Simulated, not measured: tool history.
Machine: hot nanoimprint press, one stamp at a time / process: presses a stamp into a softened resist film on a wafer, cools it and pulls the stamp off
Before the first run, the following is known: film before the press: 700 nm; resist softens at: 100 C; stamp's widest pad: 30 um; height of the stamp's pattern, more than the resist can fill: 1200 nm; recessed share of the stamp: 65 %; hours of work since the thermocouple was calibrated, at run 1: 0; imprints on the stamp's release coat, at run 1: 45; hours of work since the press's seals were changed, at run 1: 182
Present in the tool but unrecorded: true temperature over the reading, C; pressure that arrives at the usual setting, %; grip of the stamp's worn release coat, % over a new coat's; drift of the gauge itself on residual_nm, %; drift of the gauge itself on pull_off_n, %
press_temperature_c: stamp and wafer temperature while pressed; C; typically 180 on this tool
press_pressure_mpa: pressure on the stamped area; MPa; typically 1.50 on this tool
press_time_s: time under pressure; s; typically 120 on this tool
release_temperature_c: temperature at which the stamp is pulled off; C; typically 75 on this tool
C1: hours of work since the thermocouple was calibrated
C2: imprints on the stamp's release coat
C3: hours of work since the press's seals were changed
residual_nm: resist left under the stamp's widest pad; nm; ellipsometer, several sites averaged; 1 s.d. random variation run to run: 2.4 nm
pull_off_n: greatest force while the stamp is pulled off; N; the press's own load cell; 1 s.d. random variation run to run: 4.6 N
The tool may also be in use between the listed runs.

{"run": 1, "hour": 0.0, "press_temperature_c": 180, "press_pressure_mpa": 1.5, "press_time_s": 120, "release_temperature_c": 75, "C1": 0, "C2": 45, "C3": 182, "residual_nm": 393.1, "pull_off_n": 231}
{"run": 2, "hour": 26.5, "press_temperature_c": 180, "press_pressure_mpa": 1.5, "press_time_s": 120, "release_temperature_c": 75, "C1": 18, "C2": 104, "C3": 200, "residual_nm": 390.1, "pull_off_n": 231}
{"run": 3, "hour": 64.7, "press_temperature_c": 180, "press_pressure_mpa": 1.5, "press_time_s": 120, "release_temperature_c": 75, "C1": 43, "C2": 189, "C3": 225, "residual_nm": 395.8, "pull_off_n": 237}
{"run": 4, "hour": 94.9, "press_temperature_c": 180, "press_pressure_mpa": 1.5, "press_time_s": 120, "release_temperature_c": 75, "C1": 63, "C2": 256, "C3": 245, "residual_nm": 394.1, "pull_off_n": 234}
{"run": 5, "hour": 116.9, "press_temperature_c": 180, "press_pressure_mpa": 1.5, "press_time_s": 120, "release_temperature_c": 75, "C1": 78, "C2": 305, "C3": 260, "residual_nm": 386.8, "pull_off_n": 242}
{"run": 6, "hour": 156.3, "press_temperature_c": 180, "press_pressure_mpa": 1.5, "press_time_s": 120, "release_temperature_c": 75, "C1": 104, "C2": 393, "C3": 286, "residual_nm": 387.3, "pull_off_n": 248}
{"run": 7, "hour": 200.4, "press_temperature_c": 180, "press_pressure_mpa": 1.5, "press_time_s": 120, "release_temperature_c": 75, "C1": 133, "C2": 491, "C3": 315, "residual_nm": 381.7, "pull_off_n": 255}
{"run": 8, "hour": 238.5, "press_temperature_c": 180, "press_pressure_mpa": 1.5, "press_time_s": 120, "release_temperature_c": 75, "C1": 159, "C2": 576, "C3": 341, "residual_nm": 385.4, "pull_off_n": 255}
{"run": 9, "hour": 271.4, "press_temperature_c": 180, "press_pressure_mpa": 1.5, "press_time_s": 120, "release_temperature_c": 75, "C1": 181, "C2": 649, "C3": 363, "residual_nm": 381.5, "pull_off_n": 269}
{"run": 10, "hour": 312.4, "press_temperature_c": 180, "press_pressure_mpa": 1.5, "press_time_s": 193, "release_temperature_c": 75, "C1": 208, "C2": 740, "C3": 390, "residual_nm": 326.3, "pull_off_n": 266}
{"run": 11, "hour": 346.3, "press_temperature_c": 180, "press_pressure_mpa": 1.5, "press_time_s": 120, "release_temperature_c": 73, "C1": 231, "C2": 816, "C3": 413, "residual_nm": 380.5, "pull_off_n": 286}
{"hour": 378.9, "done": "plate thermocouple calibrated"}
{"run": 12, "hour": 392.7, "press_temperature_c": 180, "press_pressure_mpa": 1.5, "press_time_s": 120, "release_temperature_c": 73, "C1": 9, "C2": 913, "C3": 441, "residual_nm": 394.4, "pull_off_n": 298}
{"run": 13, "hour": 429.5, "press_temperature_c": 180, "press_pressure_mpa": 1.5, "press_time_s": 120, "release_temperature_c": 73, "C1": 34, "C2": 995, "C3": 466, "residual_nm": 392.4, "pull_off_n": 304}
{"run": 14, "hour": 468.7, "press_temperature_c": 180, "press_pressure_mpa": 1.5, "press_time_s": 120, "release_temperature_c": 73, "C1": 60, "C2": 1082, "C3": 492, "residual_nm": 395.0, "pull_off_n": 316}
{"run": 15, "hour": 493.8, "press_temperature_c": 180, "press_pressure_mpa": 1.5, "press_time_s": 235, "release_temperature_c": 75, "C1": 77, "C2": 1138, "C3": 509, "residual_nm": 311.0, "pull_off_n": 296}
{"run": 16, "hour": 519.2, "press_temperature_c": 180, "press_pressure_mpa": 1.5, "press_time_s": 120, "release_temperature_c": 79, "C1": 93, "C2": 1194, "C3": 526, "residual_nm": 389.8, "pull_off_n": 276}
{"run": 17, "hour": 560.7, "press_temperature_c": 181, "press_pressure_mpa": 2.2, "press_time_s": 106, "release_temperature_c": 79, "C1": 121, "C2": 1287, "C3": 553, "residual_nm": 322.2, "pull_off_n": 287}
{"run": 18, "hour": 589.4, "press_temperature_c": 181, "press_pressure_mpa": 2.2, "press_time_s": 106, "release_temperature_c": 79, "C1": 140, "C2": 1351, "C3": 572, "residual_nm": 319.6, "pull_off_n": 292}
{"run": 19, "hour": 615.8, "press_temperature_c": 181, "press_pressure_mpa": 2.2, "press_time_s": 106, "release_temperature_c": 79, "C1": 158, "C2": 1409, "C3": 590, "residual_nm": 320.4, "pull_off_n": 299}
{"run": 20, "hour": 660.8, "press_temperature_c": 187, "press_pressure_mpa": 1.5, "press_time_s": 120, "release_temperature_c": 63, "C1": 188, "C2": 1510, "C3": 620, "residual_nm": 300.2, "pull_off_n": 392}
{"run": 21, "hour": 687.8, "press_temperature_c": 188, "press_pressure_mpa": 1.2, "press_time_s": 120, "release_temperature_c": 63, "C1": 206, "C2": 1570, "C3": 638, "residual_nm": 322.4, "pull_off_n": 404}
{"run": 22, "hour": 721.2, "press_temperature_c": 188, "press_pressure_mpa": 1.87, "press_time_s": 107, "release_temperature_c": 75, "C1": 228, "C2": 1644, "C3": 660, "residual_nm": 261.7, "pull_off_n": 323}
{"run": 23, "hour": 744.7, "press_temperature_c": 188, "press_pressure_mpa": 1.87, "press_time_s": 107, "release_temperature_c": 75, "C1": 244, "C2": 1697, "C3": 676, "residual_nm": 265.8, "pull_off_n": 347}
{"hour": 759.4, "done": "plate thermocouple calibrated"}
{"hour": 771.9, "done": "stamp cleaned and given a new release coat"}
{"run": 24, "hour": 795.8, "press_temperature_c": 188, "press_pressure_mpa": 1.87, "press_time_s": 107, "release_temperature_c": 75, "C1": 20, "C2": 54, "C3": 704, "residual_nm": 274.4, "pull_off_n": 226}
{"run": 25, "hour": 819.3, "press_temperature_c": 184, "press_pressure_mpa": 1.83, "press_time_s": 208, "release_temperature_c": 75, "C1": 36, "C2": 106, "C3": 720, "residual_nm": 253.9, "pull_off_n": 228}
{"run": 26, "hour": 856.1, "press_temperature_c": 184, "press_pressure_mpa": 1.08, "press_time_s": 113, "release_temperature_c": 75, "C1": 60, "C2": 188, "C3": 744, "residual_nm": 403.2, "pull_off_n": 225}
{"run": 27, "hour": 887.0, "press_temperature_c": 174, "press_pressure_mpa": 1.5, "press_time_s": 120, "release_temperature_c": 73, "C1": 81, "C2": 257, "C3": 765, "residual_nm": 483.3, "pull_off_n": 248}
{"run": 28, "hour": 916.9, "press_temperature_c": 174, "press_pressure_mpa": 1.5, "press_time_s": 120, "release_temperature_c": 73, "C1": 101, "C2": 323, "C3": 785, "residual_nm": 478.5, "pull_off_n": 248}
{"run": 29, "hour": 949.6, "press_temperature_c": 174, "press_pressure_mpa": 1.7, "press_time_s": 75, "release_temperature_c": 72, "C1": 123, "C2": 396, "C3": 806, "residual_nm": 508.1, "pull_off_n": 257}
{"run": 30, "hour": 972.8, "press_temperature_c": 183, "press_pressure_mpa": 1.49, "press_time_s": 75, "release_temperature_c": 72, "C1": 138, "C2": 448, "C3": 822, "residual_nm": 403.1, "pull_off_n": 261}
{"run": 31, "hour": 992.6, "press_temperature_c": 183, "press_pressure_mpa": 1.05, "press_time_s": 187, "release_temperature_c": 72, "C1": 151, "C2": 492, "C3": 835, "residual_nm": 359.2, "pull_off_n": 268}

Consider 3 possible next runs. They are alternatives, not a sequence: every one starts from the tool as it was left by run 31. What does each give?
{"run": "A", "hour": 1034.0, "press_temperature_c": 172, "press_pressure_mpa": 1.5, "press_time_s": 151, "release_temperature_c": 75, "C1": 179, "C2": 584, "C3": 863, "residual_nm": "?", "pull_off_n": "?"}
{"run": "B", "hour": 1034.0, "press_temperature_c": 192, "press_pressure_mpa": 1.05, "press_time_s": 116, "release_temperature_c": 72, "C1": 179, "C2": 584, "C3": 863, "residual_nm": "?", "pull_off_n": "?"}
{"run": "C", "hour": 1034.0, "press_temperature_c": 180, "press_pressure_mpa": 1.13, "press_time_s": 120, "release_temperature_c": 75, "C1": 179, "C2": 584, "C3": 863, "residual_nm": "?", "pull_off_n": "?"}

run=A residual_nm=472.7 pull_off_n=257
run=B residual_nm=305.5 pull_off_n=281
run=C residual_nm=435.1 pull_off_n=260
Without the tool's unlogged condition, the same runs would have read:
run=A residual_nm=484.6 pull_off_n=222
run=B residual_nm=313.7 pull_off_n=242
run=C residual_nm=446.3 pull_off_n=225
